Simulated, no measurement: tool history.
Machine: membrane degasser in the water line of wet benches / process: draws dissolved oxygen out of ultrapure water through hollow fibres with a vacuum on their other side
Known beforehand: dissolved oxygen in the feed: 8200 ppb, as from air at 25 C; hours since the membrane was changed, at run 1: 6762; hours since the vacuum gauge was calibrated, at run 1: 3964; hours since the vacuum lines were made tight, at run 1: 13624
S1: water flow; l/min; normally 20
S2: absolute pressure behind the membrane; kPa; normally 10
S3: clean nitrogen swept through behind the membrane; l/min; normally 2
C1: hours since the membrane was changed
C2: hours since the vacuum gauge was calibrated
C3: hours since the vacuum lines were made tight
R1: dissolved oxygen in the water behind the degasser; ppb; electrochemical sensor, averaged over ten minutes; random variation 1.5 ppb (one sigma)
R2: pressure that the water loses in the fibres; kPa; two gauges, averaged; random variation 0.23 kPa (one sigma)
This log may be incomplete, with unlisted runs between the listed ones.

{"run": 1, "hour": 0.0, "S1": 20, "S2": 10, "S3": 2, "C1": 6762, "C2": 3964, "C3": 13624, "R1": 168.7, "R2": 61.55}
{"run": 2, "hour": 177.1, "S1": 25, "S2": 10, "S3": 2, "C1": 6939, "C2": 4141, "C3": 13801, "R1": 211.1, "R2": 76.72}
{"run": 3, "hour": 335.8, "S1": 25, "S2": 10, "S3": 2, "C1": 7098, "C2": 4300, "C3": 13959, "R1": 215.1, "R2": 76.38}
{"run": 4, "hour": 470.7, "S1": 25, "S2": 10, "S3": 2, "C1": 7233, "C2": 4435, "C3": 14094, "R1": 212.7, "R2": 77.35}
{"run": 5, "hour": 629.8, "S1": 20, "S2": 10, "S3": 2, "C1": 7392, "C2": 4594, "C3": 14253, "R1": 170.1, "R2": 61.45}
{"run": 6, "hour": 790.8, "S1": 20, "S2": 10, "S3": 5.37, "C1": 7553, "C2": 4755, "C3": 14414, "R1": 69.8, "R2": 61.4}
{"run": 7, "hour": 886.5, "S1": 20, "S2": 10, "S3": 1.05, "C1": 7648, "C2": 4850, "C3": 14510, "R1": 299.6, "R2": 61.2}
{"run": 8, "hour": 979.6, "S1": 20, "S2": 10, "S3": 1.05, "C1": 7741, "C2": 4944, "C3": 14603, "R1": 300.2, "R2": 61.83}
{"run": 9, "hour": 1118.3, "S1": 20, "S2": 10, "S3": 1.05, "C1": 7880, "C2": 5082, "C3": 14742, "R1": 295.7, "R2": 61.49}
{"run": 10, "hour": 1208.5, "S1": 20, "S2": 10, "S3": 1.05, "C1": 7970, "C2": 5172, "C3": 14832, "R1": 292.8, "R2": 61.48}
{"hour": 1350.0, "done": "seals of the vacuum lines changed"}
{"run": 11, "hour": 1350.0, "S1": 20, "S2": 10, "S3": 1.46, "C1": 8110, "C2": 5312, "C3": 0, "R1": 218.2, "R2": 61.28}
{"run": 12, "hour": 1471.8, "S1": 20, "S2": 10, "S3": 2, "C1": 8232, "C2": 5434, "C3": 122, "R1": 166.1, "R2": 61.74}
{"run": 13, "hour": 1558.8, "S1": 20, "S2": 10, "S3": 2, "C1": 8319, "C2": 5521, "C3": 209, "R1": 164.4, "R2": 61.59}
{"run": 14, "hour": 1655.7, "S1": 20, "S2": 10, "S3": 1.42, "C1": 8415, "C2": 5618, "C3": 306, "R1": 222.3, "R2": 61.85}
{"run": 15, "hour": 1799.8, "S1": 20, "S2": 10, "S3": 1.42, "C1": 8560, "C2": 5762, "C3": 450, "R1": 223.8, "R2": 61.81}
{"run": 16, "hour": 1960.7, "S1": 20, "S2": 10, "S3": 1.42, "C1": 8721, "C2": 5923, "C3": 611, "R1": 225.1, "R2": 61.85}
{"run": 17, "hour": 2147.3, "S1": 20, "S2": 9, "S3": 4.34, "C1": 8907, "C2": 6109, "C3": 797, "R1": 72.4, "R2": 61.47}

The next listed run, before its measurement:
{"run": 18, "hour": 2323.1, "S1": 25, "S2": 23.4, "S3": 4.62, "C1": 9083, "C2": 6285, "C3": 973, "R1": "?", "R2": "?"}

For run 18 the tool returned R1 272.2 ppb, R2 77.45 kPa.
Were there no unlogged condition in the tool, this run, its random variation unchanged, would have produced R1 268.4 ppb, R2 75.37 kPa.
